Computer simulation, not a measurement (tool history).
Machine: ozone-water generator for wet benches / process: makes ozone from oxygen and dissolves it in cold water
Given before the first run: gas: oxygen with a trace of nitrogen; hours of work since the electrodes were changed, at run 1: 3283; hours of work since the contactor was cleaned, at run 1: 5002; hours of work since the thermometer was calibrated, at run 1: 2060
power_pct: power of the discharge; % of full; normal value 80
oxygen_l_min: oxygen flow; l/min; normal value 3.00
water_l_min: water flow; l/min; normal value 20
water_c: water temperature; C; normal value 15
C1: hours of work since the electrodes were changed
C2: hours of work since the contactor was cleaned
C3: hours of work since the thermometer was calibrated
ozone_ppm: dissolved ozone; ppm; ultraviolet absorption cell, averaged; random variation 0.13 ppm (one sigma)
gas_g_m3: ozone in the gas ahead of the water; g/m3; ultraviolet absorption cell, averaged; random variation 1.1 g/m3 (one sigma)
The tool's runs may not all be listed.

Run 1, day 0.000: usual settings; C1 3283; C2 5002; C3 2060. Result: ozone_ppm 13.7 ppm, gas_g_m3 205.2 g/m3.
Run 2, day 4.142: usual settings but water_l_min 24 l/min; C1 3379; C2 5098; C3 2156. Result: ozone_ppm 11.1 ppm, gas_g_m3 207.5 g/m3.
Run 3, day 8.304: usual settings; C1 3476; C2 5194; C3 2253. Result: ozone_ppm 13.6 ppm, gas_g_m3 207.2 g/m3.
Run 4, day 11.246: usual settings; C1 3544; C2 5263; C3 2321. Result: ozone_ppm 13.7 ppm, gas_g_m3 205.8 g/m3.
Run 5, day 13.667: usual settings but power_pct 71 % of full; C1 3600; C2 5319; C3 2377. Result: ozone_ppm 12.5 ppm, gas_g_m3 192.3 g/m3.
Run 6, day 17.850: usual settings but power_pct 71 % of full; C1 3697; C2 5416; C3 2474. Result: ozone_ppm 12.6 ppm, gas_g_m3 191.9 g/m3.
Run 7, day 21.904: usual settings but water_l_min 19 l/min; C1 3791; C2 5510; C3 2568. Result: ozone_ppm 14.4 ppm, gas_g_m3 204.4 g/m3.
Run 8, day 24.225: usual settings but water_l_min 19 l/min; C1 3845; C2 5563; C3 2622. Result: ozone_ppm 14.5 ppm, gas_g_m3 204.0 g/m3.
Run 9, day 26.438: usual settings but water_l_min 19 l/min; C1 3896; C2 5615; C3 2673. Result: ozone_ppm 14.4 ppm, gas_g_m3 205.5 g/m3.
Run 10, day 30.912: usual settings; C1 4000; C2 5718; C3 2777. Result: ozone_ppm 13.7 ppm, gas_g_m3 207.1 g/m3.
Run 11, day 34.117: usual settings; C1 4074; C2 5793; C3 2851. Result: ozone_ppm 13.6 ppm, gas_g_m3 205.0 g/m3.
Run 12, day 36.300: usual settings; C1 4125; C2 5843; C3 2902. Result: ozone_ppm 13.7 ppm, gas_g_m3 207.1 g/m3.
Run 13, day 40.100: usual settings but water_c 12 C; C1 4213; C2 5932; C3 2990. Result: ozone_ppm 13.9 ppm, gas_g_m3 206.8 g/m3.
Run 14, day 43.604: usual settings but oxygen_l_min 3.11 l/min, water_c 12 C; C1 4294; C2 6013; C3 3071. Result: ozone_ppm 14.1 ppm, gas_g_m3 200.5 g/m3.
Run 15, day 48.138: usual settings but oxygen_l_min 2.20 l/min, water_l_min 17 l/min, water_c 12 C; C1 4399; C2 6118; C3 3176. Result: ozone_ppm 15.6 ppm, gas_g_m3 244.7 g/m3.
Run 16, day 50.783: usual settings but power_pct 81 % of full, oxygen_l_min 2.16 l/min, water_l_min 30 l/min, water_c 12 C; C1 4460; C2 6179; C3 3237. Result: ozone_ppm 8.1 ppm, gas_g_m3 245.6 g/m3.
Run 17, day 54.992: usual settings but oxygen_l_min 2.60 l/min, water_c 8 C; C1 4558; C2 6277; C3 3335. Result: ozone_ppm 14.4 ppm, gas_g_m3 226.6 g/m3.
Run 18, day 57.075: usual settings but power_pct 54 % of full, oxygen_l_min 2.60 l/min, water_l_min 21 l/min, water_c 8 C; C1 4606; C2 6325; C3 3383. Result: ozone_ppm 10.6 ppm, gas_g_m3 176.0 g/m3.
Run 19, day 61.462: usual settings but power_pct 54 % of full, oxygen_l_min 3.06 l/min, water_l_min 12 l/min, water_c 8 C; C1 4708; C2 6427; C3 3485. Result: ozone_ppm 19.7 ppm, gas_g_m3 159.5 g/m3.
Run 20, day 64.983: usual settings but power_pct 60 % of full, water_c 13 C; C1 4790; C2 6508; C3 3567. Result: ozone_ppm 11.8 ppm, gas_g_m3 172.0 g/m3.
Run 21, day 67.633: usual settings but power_pct 60 % of full, water_c 13 C; C1 4851; C2 6570; C3 3628. Result: ozone_ppm 11.8 ppm, gas_g_m3 172.8 g/m3.
Run 22, day 69.929: usual settings but power_pct 51 % of full, oxygen_l_min 2.53 l/min; C1 4904; C2 6623; C3 3681. Result: ozone_ppm 10.0 ppm, gas_g_m3 173.1 g/m3.

4 options for the next run, each taken on its own from the tool as it stands now. Forecast them:
Run A, day 72.900: usual settings but water_c 18 C; C1 4973; C2 6692; C3 3750. Result: ozone_ppm ?, gas_g_m3 ?.
Run B, day 72.900: usual settings but power_pct 51 % of full, oxygen_l_min 4.48 l/min, water_c 17 C; C1 4973; C2 6692; C3 3750. Result: ozone_ppm ?, gas_g_m3 ?.
Run C, day 72.900: usual settings but power_pct 72 % of full, oxygen_l_min 2.53 l/min; C1 4973; C2 6692; C3 3750. Result: ozone_ppm ?, gas_g_m3 ?.
Run D, day 72.900: usual settings but power_pct 91 % of full, oxygen_l_min 2.53 l/min, water_l_min 16 l/min; C1 4973; C2 6692; C3 3750. Result: ozone_ppm ?, gas_g_m3 ?.

run  ozone_ppm  gas_g_m3
  A       13.4     203.6
  B       10.5     124.5
  C       12.3     211.7
  D       18.2     245.1
Without the tool's unlogged condition, the same runs would have read:
run  ozone_ppm  gas_g_m3
  A       13.4     203.8
  B       10.5     124.6
  C       12.3     211.8
  D       18.2     245.2
